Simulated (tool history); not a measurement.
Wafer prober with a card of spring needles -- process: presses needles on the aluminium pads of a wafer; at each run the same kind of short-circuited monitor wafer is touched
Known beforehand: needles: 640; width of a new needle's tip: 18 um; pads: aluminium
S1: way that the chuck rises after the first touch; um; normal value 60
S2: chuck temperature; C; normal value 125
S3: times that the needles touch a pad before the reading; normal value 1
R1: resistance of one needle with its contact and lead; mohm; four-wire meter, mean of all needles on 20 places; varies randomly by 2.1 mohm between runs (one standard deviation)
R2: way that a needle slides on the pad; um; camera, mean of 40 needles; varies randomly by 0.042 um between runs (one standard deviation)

run 1 hour=0 | S1=60 S2=125 S3=1 | R1=336 R2=14.74
-- hour=2.1 tips cleaned on abrasive film
-- hour=16 tips cleaned on abrasive film
run 2 hour=26.4 | S1=60 S2=125 S3=1 | R1=332 R2=14.6
-- hour=31.8 tips cleaned on abrasive film
-- hour=46.7 tips cleaned on abrasive film
run 3 hour=54.2 | S1=60 S2=125 S3=1 | R1=316 R2=14.6
-- hour=60.8 tips cleaned on abrasive film
-- hour=75.8 tips cleaned on abrasive film
run 4 hour=80.6 | S1=72 S2=125 S3=1 | R1=273 R2=17.55
-- hour=91.3 tips cleaned on abrasive film
run 5 hour=100.6 | S1=65 S2=125 S3=1 | R1=314 R2=15.72
-- hour=106.7 tips cleaned on abrasive film
-- hour=121 tips cleaned on abrasive film
run 6 hour=133 | S1=60 S2=125 S3=1 | R1=342 R2=14.46
-- hour=135.7 tips cleaned on abrasive film
-- hour=151.5 tips cleaned on abrasive film
run 7 hour=163.7 | S1=60 S2=125 S3=1 | R1=338 R2=14.37
-- hour=166 tips cleaned on abrasive film
-- hour=180.6 tips cleaned on abrasive film
-- hour=180.9 height of the first contact set anew
-- hour=195.5 tips cleaned on abrasive film
run 8 hour=197.3 | S1=44 S2=125 S3=1 | R1=304 R2=10.18
-- hour=209.6 tips cleaned on abrasive film
run 9 hour=212.5 | S1=44 S2=125 S3=1 | R1=335 R2=10.13
-- hour=223.9 tips cleaned on abrasive film
run 10 hour=230.3 | S1=44 S2=125 S3=1 | R1=398 R2=10.05
-- hour=240.2 tips cleaned on abrasive film
-- hour=248.2 height of the first contact set anew, once more
run 11 hour=248.2 | S1=44 S2=125 S3=1 | R1=397 R2=10.97
-- hour=256.8 tips cleaned on abrasive film
-- hour=271.4 tips cleaned on abrasive film
run 12 hour=271.6 | S1=44 S2=125 S3=1 | R1=258 R2=10.94
-- hour=286.1 tips cleaned on abrasive film
-- hour=300.2 tips cleaned on abrasive film
run 13 hour=302.1 | S1=44 S2=125 S3=1 | R1=297 R2=10.84
-- hour=314.3 tips cleaned on abrasive film
-- hour=328.4 tips cleaned on abrasive film
run 14 hour=335.6 | S1=44 S2=125 S3=2 | R1=333 R2=10.85
-- hour=343.3 tips cleaned on abrasive film
run 15 hour=352 | S1=60 S2=125 S3=1 | R1=323 R2=14.79
-- hour=358.2 tips cleaned on abrasive film
-- hour=372.9 tips cleaned on abrasive film
run 16 hour=373.1 | S1=60 S2=125 S3=1 | R1=240 R2=14.68
-- hour=389.2 tips cleaned on abrasive film
-- hour=403.5 tips cleaned on abrasive film
run 17 hour=405.8 | S1=47 S2=63 S3=3 | R1=244 R2=11.48
-- hour=419.3 tips cleaned on abrasive film
run 18 hour=426.1 | S1=59 S2=73 S3=2 | R1=282 R2=14.4
-- hour=435.3 tips cleaned on abrasive film
run 19 hour=447.8 | S1=68 S2=115 S3=1 | R1=317 R2=16.75
-- hour=449.8 tips cleaned on abrasive film
-- hour=466.2 tips cleaned on abrasive film
run 20 hour=467.6 | S1=68 S2=115 S3=1 | R1=248 R2=16.57
-- hour=480.5 tips cleaned on abrasive film
-- hour=496.1 tips cleaned on abrasive film
run 21 hour=504.8 | S1=73 S2=34 S3=2 | R1=249 R2=17.83
-- hour=512.1 tips cleaned on abrasive film
-- hour=528.8 tips cleaned on abrasive film
run 22 hour=533.2 | S1=73 S2=34 S3=2 | R1=240 R2=17.76
-- hour=544.1 tips cleaned on abrasive film
-- hour=561.1 tips cleaned on abrasive film
run 23 hour=561.8 | S1=52 S2=87 S3=1 | R1=250 R2=12.61
-- hour=575.2 tips cleaned on abrasive film
run 24 hour=583.5 | S1=52 S2=87 S3=1 | R1=372 R2=12.53
-- hour=589.9 tips cleaned on abrasive film
-- hour=604.1 tips cleaned on abrasive film
run 25 hour=605.1 | S1=52 S2=80 S3=2 | R1=247 R2=12.49
-- hour=618.3 tips cleaned on abrasive film
run 26 hour=623.3 | S1=58 S2=26 S3=1 | R1=302 R2=14.03
-- hour=632.1 tips cleaned on abrasive film
-- hour=647.6 tips cleaned on abrasive film
run 27 hour=649.6 | S1=54 S2=49 S3=2 | R1=248 R2=12.92
-- hour=661.9 tips cleaned on abrasive film
-- hour=672.7 height of the first contact set anew
-- hour=677 tips cleaned on abrasive film
run 28 hour=684.6 | S1=43 S2=32 S3=1 | R1=421 R2=10.52
-- hour=691.7 tips cleaned on abrasive film
run 29 hour=701.5 | S1=43 S2=32 S3=1 | R1=451 R2=10.62
-- hour=707.2 tips cleaned on abrasive film
-- hour=721 tips cleaned on abrasive film
run 30 hour=729.4 | S1=74 S2=125 S3=1 | R1=294 R2=18.28
-- hour=736.4 tips cleaned on abrasive film
run 31 hour=746.8 | S1=63 S2=27 S3=2 | R1=275 R2=15.53
-- hour=751.7 tips cleaned on abrasive film
-- hour=768.1 tips cleaned on abrasive film
run 32 hour=768.1 | S1=63 S2=27 S3=2 | R1=209 R2=15.56

What if the next run were any one of these 3? Each begins from the tool's condition after run 32:
-- hour=783.8 tips cleaned on abrasive film
run A hour=793.6 | S1=60 S2=125 S3=1 | R1=? R2=?
-- hour=783.8 tips cleaned on abrasive film
run B hour=793.6 | S1=63 S2=57 S3=2 | R1=? R2=?
-- hour=783.8 tips cleaned on abrasive film
run C hour=793.6 | S1=63 S2=27 S3=2 | R1=? R2=?

run=A R1=342 R2=14.72
run=B R1=284 R2=15.48
run=C R1=274 R2=15.51
Had the tool no hidden state, the same runs would have come out as:
run=A R1=223 R2=14.85
run=B R1=210 R2=15.6
run=C R1=199 R2=15.64
